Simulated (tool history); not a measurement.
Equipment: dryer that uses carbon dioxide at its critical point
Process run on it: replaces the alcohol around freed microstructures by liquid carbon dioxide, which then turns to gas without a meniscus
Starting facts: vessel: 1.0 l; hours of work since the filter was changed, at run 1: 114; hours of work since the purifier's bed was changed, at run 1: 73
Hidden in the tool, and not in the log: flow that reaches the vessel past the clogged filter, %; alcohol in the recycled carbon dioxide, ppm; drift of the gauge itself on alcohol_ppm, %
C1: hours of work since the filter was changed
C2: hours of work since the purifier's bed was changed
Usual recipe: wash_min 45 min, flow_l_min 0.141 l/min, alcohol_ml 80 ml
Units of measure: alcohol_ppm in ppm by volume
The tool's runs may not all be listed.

Run 1, hour 0.0: usual settings; C1 114; C2 73. Result: alcohol_ppm 180 ppm by volume.
Run 2, hour 27.0: usual settings; C1 126; C2 85. Result: alcohol_ppm 200 ppm by volume.
Run 3, hour 63.0: usual settings but flow_l_min 0.130 l/min; C1 143; C2 102. Result: alcohol_ppm 333 ppm by volume.
Run 4, hour 83.9: usual settings but flow_l_min 0.130 l/min; C1 152; C2 111. Result: alcohol_ppm 321 ppm by volume.
Run 5, hour 101.9: usual settings; C1 161; C2 120. Result: alcohol_ppm 207 ppm by volume.
Run 6, hour 123.3: usual settings but wash_min 47 min; C1 171; C2 130. Result: alcohol_ppm 181 ppm by volume.
Run 7, hour 146.7: usual settings but wash_min 47 min; C1 181; C2 140. Result: alcohol_ppm 188 ppm by volume.
Run 8, hour 183.1: usual settings but flow_l_min 0.161 l/min; C1 198; C2 157. Result: alcohol_ppm 122 ppm by volume.
Run 9, hour 209.4: usual settings but flow_l_min 0.161 l/min; C1 210; C2 169. Result: alcohol_ppm 117 ppm by volume.
Run 10, hour 234.8: usual settings but flow_l_min 0.161 l/min; C1 222; C2 181. Result: alcohol_ppm 130 ppm by volume.
Run 11, hour 260.2: usual settings; C1 234; C2 193. Result: alcohol_ppm 267 ppm by volume.
Run 12, hour 292.1: usual settings but alcohol_ml 109 ml; C1 248; C2 207. Result: alcohol_ppm 349 ppm by volume.
Run 13, hour 329.0: usual settings but alcohol_ml 109 ml; C1 265; C2 224. Result: alcohol_ppm 376 ppm by volume.
Run 14, hour 357.7: usual settings but alcohol_ml 109 ml; C1 278; C2 237. Result: alcohol_ppm 391 ppm by volume.
Run 15, hour 373.7: usual settings but alcohol_ml 109 ml; C1 286; C2 245. Result: alcohol_ppm 389 ppm by volume.
Run 16, hour 395.1: usual settings but alcohol_ml 25 ml; C1 296; C2 255. Result: alcohol_ppm 130 ppm by volume.
Run 17, hour 431.5: usual settings but alcohol_ml 25 ml; C1 312; C2 271. Result: alcohol_ppm 144 ppm by volume.
Run 18, hour 450.7: usual settings but wash_min 30 min, alcohol_ml 25 ml; C1 321; C2 280. Result: alcohol_ppm 612 ppm by volume.
Run 19, hour 483.7: usual settings but wash_min 30 min, alcohol_ml 25 ml; C1 336; C2 295. Result: alcohol_ppm 626 ppm by volume.
At hour 493.7: inlet filter changed.
Run 20, hour 520.3: usual settings but wash_min 30 min, alcohol_ml 25 ml; C1 12; C2 312. Result: alcohol_ppm 453 ppm by volume.
Run 21, hour 552.9: usual settings but wash_min 30 min, alcohol_ml 25 ml; C1 27; C2 327. Result: alcohol_ppm 451 ppm by volume.
Run 22, hour 574.0: usual settings but flow_l_min 0.104 l/min; C1 37; C2 336. Result: alcohol_ppm 940 ppm by volume.
Run 23, hour 596.4: usual settings; C1 47; C2 347. Result: alcohol_ppm 231 ppm by volume.
Run 24, hour 611.3: usual settings but alcohol_ml 25 ml; C1 54; C2 354. Result: alcohol_ppm 132 ppm by volume.
Run 25, hour 641.2: usual settings but alcohol_ml 25 ml; C1 68; C2 367. Result: alcohol_ppm 126 ppm by volume.
Run 26, hour 674.8: usual settings but alcohol_ml 25 ml; C1 83; C2 383. Result: alcohol_ppm 137 ppm by volume.
Run 27, hour 707.3: usual settings but alcohol_ml 25 ml; C1 98; C2 398. Result: alcohol_ppm 126 ppm by volume.
Run 28, hour 742.8: usual settings but alcohol_ml 25 ml; C1 115; C2 414. Result: alcohol_ppm 145 ppm by volume.
Run 29, hour 761.2: usual settings but flow_l_min 0.145 l/min; C1 123; C2 423. Result: alcohol_ppm 233 ppm by volume.
Run 30, hour 783.7: usual settings but flow_l_min 0.139 l/min, alcohol_ml 27 ml; C1 133; C2 433. Result: alcohol_ppm 160 ppm by volume.
Run 31, hour 809.4: usual settings but flow_l_min 0.139 l/min, alcohol_ml 27 ml; C1 145; C2 445. Result: alcohol_ppm 169 ppm by volume.
Run 32, hour 825.5: usual settings but wash_min 48 min, flow_l_min 0.091 l/min, alcohol_ml 119 ml; C1 153; C2 452. Result: alcohol_ppm 2139 ppm by volume.
Run 33, hour 841.4: usual settings but wash_min 48 min, flow_l_min 0.220 l/min, alcohol_ml 55 ml; C1 160; C2 460. Result: alcohol_ppm 100 ppm by volume.
Run 34, hour 870.7: usual settings but wash_min 36 min, flow_l_min 0.100 l/min, alcohol_ml 55 ml; C1 173; C2 473. Result: alcohol_ppm 2040 ppm by volume.
Run 35, hour 900.5: usual settings but wash_min 36 min, flow_l_min 0.205 l/min, alcohol_ml 38 ml; C1 187; C2 487. Result: alcohol_ppm 129 ppm by volume.
Run 36, hour 918.9: usual settings but wash_min 42 min, flow_l_min 0.205 l/min, alcohol_ml 38 ml; C1 196; C2 495. Result: alcohol_ppm 108 ppm by volume.
Run 37, hour 951.3: usual settings but wash_min 42 min, flow_l_min 0.104 l/min, alcohol_ml 84 ml; C1 210; C2 510. Result: alcohol_ppm 1611 ppm by volume.
Run 38, hour 975.1: usual settings but wash_min 42 min, flow_l_min 0.104 l/min, alcohol_ml 84 ml; C1 221; C2 521. Result: alcohol_ppm 1645 ppm by volume.
Run 39, hour 1004.2: usual settings but wash_min 50 min, flow_l_min 0.116 l/min, alcohol_ml 33 ml; C1 235; C2 534. Result: alcohol_ppm 271 ppm by volume.
Run 40, hour 1030.7: usual settings but wash_min 50 min, flow_l_min 0.209 l/min, alcohol_ml 72 ml; C1 247; C2 547. Result: alcohol_ppm 126 ppm by volume.
Run 41, hour 1047.7: usual settings but wash_min 50 min, flow_l_min 0.209 l/min, alcohol_ml 72 ml; C1 255; C2 554. Result: alcohol_ppm 113 ppm by volume.
Run 42, hour 1071.4: usual settings but wash_min 63 min, flow_l_min 0.128 l/min, alcohol_ml 24 ml; C1 266; C2 565. Result: alcohol_ppm 123 ppm by volume.
Run 43, hour 1087.3: usual settings but wash_min 63 min, flow_l_min 0.128 l/min, alcohol_ml 24 ml; C1 273; C2 573. Result: alcohol_ppm 129 ppm by volume.
Run 44, hour 1104.2: usual settings but wash_min 33 min, flow_l_min 0.173 l/min, alcohol_ml 21 ml; C1 281; C2 580. Result: alcohol_ppm 231 ppm by volume.
Run 45, hour 1124.0: usual settings but flow_l_min 0.129 l/min, alcohol_ml 21 ml; C1 290; C2 590. Result: alcohol_ppm 237 ppm by volume.
Run 46, hour 1148.3: usual settings but flow_l_min 0.129 l/min, alcohol_ml 21 ml; C1 301; C2 601. Result: alcohol_ppm 232 ppm by volume.
Run 47, hour 1167.2: usual settings but flow_l_min 0.129 l/min, alcohol_ml 21 ml; C1 310; C2 609. Result: alcohol_ppm 245 ppm by volume.

For each entry between runs, how does the tool's hidden state at the last listed run before it compare with that at the first listed run after it?
After run 19, before run 20: inlet filter changed (hour 493.7)
  flow that reaches the vessel past the clogged filter, %: 90.2 -> 99.5; alcohol in the recycled carbon dioxide, ppm: 61.3 -> 64.5
  measured minus no-state result, alcohol_ppm: +251 -> +69 ppm by volume
